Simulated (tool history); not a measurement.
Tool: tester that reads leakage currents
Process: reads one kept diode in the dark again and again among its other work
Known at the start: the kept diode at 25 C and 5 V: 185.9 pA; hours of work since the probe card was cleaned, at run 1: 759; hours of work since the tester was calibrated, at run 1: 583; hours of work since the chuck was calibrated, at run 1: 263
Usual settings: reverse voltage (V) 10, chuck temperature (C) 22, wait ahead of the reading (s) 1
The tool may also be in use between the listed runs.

run,day,reverse voltage (V),chuck temperature (C),wait ahead of the reading (s),hours of work since the probe card was cleaned,hours of work since the tester was calibrated,hours of work since the chuck was calibrated,current that the tester gives (pA)
1,0,10,22,1,759,583,263,202.83
2,2.071,10,22,1,791,615,295,202.46
3,3.246,3.7,22,1,809,633,313,126.11
4,4.633,10,52,1,831,655,335,1979.61
5,5.871,10,52,1,850,674,354,1989.46
6,6.954,10,28,1,867,691,371,330.37
7,9.121,10,30,1,901,725,405,388.15
8,11.062,10,30,1,931,755,435,386.45
9,13.138,10,22,1,963,787,467,202.57
10,14.708,10,22,1,988,811,492,201.97
11,16.238,10,22,1,1011,835,515,203.01
12,17.862,1.6,22,1,1037,860,541,84.94
13,19.142,10,22,1,1057,880,560,201.45
14,20.596,10,22,1,1079,903,583,202.39
15,21.875,5,22,1,1099,923,603,145.57
16,23.004,5,22,1,1117,940,620,145.41
17,24.438,5,22,1,1139,963,643,145.79
18,25.504,5,22,1,1155,979,659,145.41
19,27.392,10,22,1,1185,1009,689,203.28
20,29.179,10,22,0.72,1213,1036,717,202.52
21,30.838,10,22,0.72,1238,1062,742,203.24
22,32.346,5,22,0.81,1262,1086,766,145.21
23,33.775,5,22,0.81,1284,1108,788,145.78

The next listed run, before its measurement:
24,34.817,5,22,0.81,1300,1124,804,?

{"run 24": {"current that the tester gives (pA)": 145.36}}
Without the tool's hidden state the same run would have given current that the tester gives (pA) 145.42.
